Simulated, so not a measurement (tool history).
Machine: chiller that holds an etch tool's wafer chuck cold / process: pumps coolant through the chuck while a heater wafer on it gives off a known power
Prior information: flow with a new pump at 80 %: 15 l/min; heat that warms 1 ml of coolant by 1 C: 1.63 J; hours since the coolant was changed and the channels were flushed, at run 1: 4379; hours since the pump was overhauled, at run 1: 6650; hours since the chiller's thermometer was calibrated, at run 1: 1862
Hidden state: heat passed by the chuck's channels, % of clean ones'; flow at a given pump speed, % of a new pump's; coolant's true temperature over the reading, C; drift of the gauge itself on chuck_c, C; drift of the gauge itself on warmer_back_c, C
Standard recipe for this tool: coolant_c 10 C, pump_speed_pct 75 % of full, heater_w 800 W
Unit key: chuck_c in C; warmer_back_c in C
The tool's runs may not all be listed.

| run | hour | coolant_c | pump_speed_pct | heater_w | hours since the coolant was changed and the channels were flushed | hours since the pump was overhauled | hours since the chiller's thermometer was calibrated | chuck_c | warmer_back_c |
|---|---|---|---|---|---|---|---|---|---|
| 1 | 0 | 10 | 75 | 800 | 4379 | 6650 | 1862 | 16.7 | 2.29 |
| 2 | 89.9 | 10 | 75 | 890 | 4468 | 6740 | 1952 | 17.4 | 2.59 |
| 3 | 209.5 | 10 | 75 | 890 | 4588 | 6860 | 2071 | 17.3 | 2.57 |
| 4 | 337.5 | 10 | 69 | 890 | 4716 | 6988 | 2199 | 18.2 | 2.78 |
| 5 | 443.3 | 10 | 69 | 890 | 4822 | 7093 | 2305 | 18.1 | 2.82 |
| 6 | 528.6 | 10 | 69 | 890 | 4907 | 7179 | 2390 | 18.3 | 2.76 |
| 7 | 608.8 | 10 | 75 | 800 | 4987 | 7259 | 2471 | 16.8 | 2.36 |
| 8 | 768.9 | 10 | 75 | 800 | 5147 | 7419 | 2631 | 16.8 | 2.32 |
| 9 | 856.5 | 10 | 75 | 695 | 5235 | 7507 | 2718 | 16 | 2.03 |
| 10 | 957.3 | 10 | 75 | 492 | 5336 | 7607 | 2819 | 14.5 | 1.41 |
| 11 | 1095.4 | 10 | 75 | 492 | 5474 | 7746 | 2957 | 14.5 | 1.4 |
|  | 1113.3 | chiller's thermometer calibrated |
| 12 | 1218.5 | 10 | 100 | 995 | 5596 | 7868 | 105 | 16.8 | 2.11 |
| 13 | 1376.2 | 17 | 69 | 616 | 5754 | 8025 | 263 | 23 | 2.01 |
| 14 | 1452.8 | 8 | 80 | 800 | 5830 | 8102 | 340 | 14.8 | 2.22 |
|  | 1535.7 | chiller's thermometer calibrated, once more |
| 15 | 1545.1 | 8 | 79 | 1109 | 5922 | 8193 | 9 | 16.9 | 3.12 |
| 16 | 1649.1 | 8 | 79 | 1109 | 6026 | 8297 | 113 | 17.2 | 3.11 |
| 17 | 1762.8 | 7 | 75 | 456 | 6139 | 8411 | 227 | 10.9 | 1.34 |
|  | 1812 | coolant changed, channels flushed |
| 18 | 1841.7 | 18 | 92 | 620 | 30 | 8484 | 300 | 21.9 | 1.48 |
| 19 | 1986.7 | 3 | 93 | 800 | 175 | 8629 | 445 | 8 | 1.88 |
| 20 | 2136.2 | 3 | 93 | 800 | 324 | 8778 | 594 | 8.1 | 1.85 |

Consider 4 possible next runs. They are alternatives, not a sequence: every one starts from the tool as it was left by run 20. What does each give?
| A | 2279.8 | 17 | 88 | 707 | 468 | 8922 | 738 | ? | ? |
| B | 2279.8 | 3 | 60 | 800 | 468 | 8922 | 738 | ? | ? |
| C | 2279.8 | 16 | 93 | 800 | 468 | 8922 | 738 | ? | ? |
| D | 2279.8 | 3 | 61 | 800 | 468 | 8922 | 738 | ? | ? |

| run | chuck_c | warmer_back_c |
|---|---|---|
| A | 21.7 | 1.83 |
| B | 10.7 | 3.06 |
| C | 21.1 | 1.89 |
| D | 10.4 | 2.92 |
With no hidden state in the tool, these same runs would have given:
| run | chuck_c | warmer_back_c |
|---|---|---|
| A | 21.1 | 1.63 |
| B | 9.9 | 2.71 |
| C | 20.5 | 1.68 |
| D | 9.6 | 2.58 |
